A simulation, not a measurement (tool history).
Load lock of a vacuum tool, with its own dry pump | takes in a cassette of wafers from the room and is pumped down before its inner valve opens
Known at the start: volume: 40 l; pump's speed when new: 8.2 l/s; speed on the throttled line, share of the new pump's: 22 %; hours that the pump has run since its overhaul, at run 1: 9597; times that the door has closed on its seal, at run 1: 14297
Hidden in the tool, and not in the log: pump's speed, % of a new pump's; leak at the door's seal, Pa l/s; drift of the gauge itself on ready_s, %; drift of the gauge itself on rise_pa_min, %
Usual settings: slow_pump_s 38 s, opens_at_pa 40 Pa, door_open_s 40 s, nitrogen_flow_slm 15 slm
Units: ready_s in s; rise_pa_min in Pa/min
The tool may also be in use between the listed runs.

| run | hour | slow_pump_s | opens_at_pa | door_open_s | nitrogen_flow_slm | hours that the pump has run since its overhaul | times that the door has closed on its seal | incoming humidity of the room's air, % | ready_s | rise_pa_min |
|---|---|---|---|---|---|---|---|---|---|---|
| 1 | 0.0 | 38 | 40 | 40 | 15 | 9597 | 14297 | 47.2 | 67.6 | 0.027 |
| 2 | 452.6 | 38 | 40 | 40 | 15 | 10049 | 16531 | 48.2 | 68.5 | 0.029 |
| 3 | 740.7 | 66 | 40 | 40 | 15 | 10337 | 17953 | 40.5 | 90.0 | 0.024 |
| 4 | 1153.0 | 38 | 40 | 40 | 15 | 10750 | 19988 | 44.9 | 67.6 | 0.024 |
| 5 | 1627.7 | 38 | 40 | 40 | 15 | 11224 | 22331 | 45.3 | 67.7 | 0.025 |
|  | 1671.1 | dry pump taken out, an overhauled one fitted |
| 6 | 2019.4 | 38 | 40 | 40 | 15 | 348 | 24235 | 45.5 | 68.5 | 0.024 |
| 7 | 2355.3 | 38 | 40 | 40 | 15 | 684 | 25893 | 48.6 | 68.4 | 0.024 |
| 8 | 2576.3 | 38 | 40 | 40 | 15 | 905 | 26984 | 46.2 | 68.2 | 0.030 |
| 9 | 2838.9 | 38 | 40 | 40 | 15 | 1168 | 28280 | 47.3 | 68.2 | 0.030 |
| 10 | 3347.8 | 38 | 40 | 40 | 15 | 1677 | 30792 | 44.3 | 67.4 | 0.024 |
| 11 | 3789.5 | 38 | 40 | 40 | 15 | 2118 | 32972 | 43.6 | 67.7 | 0.026 |
|  | 3947.9 | door's seal changed, seat wiped |
| 12 | 4042.0 | 38 | 34 | 40 | 15 | 2369 | 465 | 43.4 | 69.0 | 0.029 |
| 13 | 4468.3 | 61 | 72 | 27 | 16 | 2796 | 2569 | 48.6 | 82.9 | 0.026 |
| 14 | 4765.0 | 38 | 40 | 40 | 25 | 3092 | 4033 | 44.2 | 67.9 | 0.019 |
| 15 | 5153.7 | 38 | 40 | 40 | 25 | 3481 | 5952 | 45.8 | 69.0 | 0.023 |
| 16 | 5490.0 | 20 | 40 | 40 | 9 | 3817 | 7612 | 43.3 | 53.6 | 0.022 |
| 17 | 5870.2 | 20 | 69 | 117 | 9 | 4198 | 9489 | 43.6 | 51.3 | 0.057 |
| 18 | 6155.7 | 31 | 72 | 40 | 15 | 4483 | 10898 | 44.0 | 60.9 | 0.029 |
| 19 | 6578.9 | 31 | 58 | 40 | 43 | 4906 | 12987 | 44.1 | 60.3 | 0.017 |
| 20 | 6835.7 | 37 | 40 | 39 | 15 | 5163 | 14254 | 43.6 | 66.8 | 0.020 |
| 21 | 7230.3 | 49 | 40 | 172 | 6 | 5558 | 16202 | 44.9 | 76.6 | 0.079 |
| 22 | 7450.2 | 49 | 40 | 172 | 6 | 5778 | 17288 | 44.8 | 76.8 | 0.075 |
| 23 | 7659.7 | 30 | 57 | 89 | 22 | 5987 | 18322 | 48.5 | 60.0 | 0.034 |
| 24 | 7946.6 | 30 | 57 | 89 | 22 | 6274 | 19738 | 43.4 | 60.6 | 0.040 |

Forecast each of these 4 alternatives for the next run:
| A | 8170.4 | 56 | 40 | 40 | 38 | 6498 | 20843 | 46.2 | ? | ? |
| B | 8170.4 | 59 | 75 | 46 | 15 | 6498 | 20843 | 46.9 | ? | ? |
| C | 8170.4 | 38 | 46 | 221 | 5 | 6498 | 20843 | 47.2 | ? | ? |
| D | 8170.4 | 30 | 48 | 89 | 22 | 6498 | 20843 | 46.5 | ? | ? |

| run | ready_s | rise_pa_min |
|---|---|---|
| A | 81.6 | 0.016 |
| B | 81.2 | 0.026 |
| C | 67.6 | 0.090 |
| D | 60.2 | 0.034 |
Without the tool's hidden state the same runs would have given:
| run | ready_s | rise_pa_min |
|---|---|---|
| A | 81.6 | 0.016 |
| B | 81.1 | 0.026 |
| C | 67.6 | 0.090 |
| D | 60.2 | 0.034 |
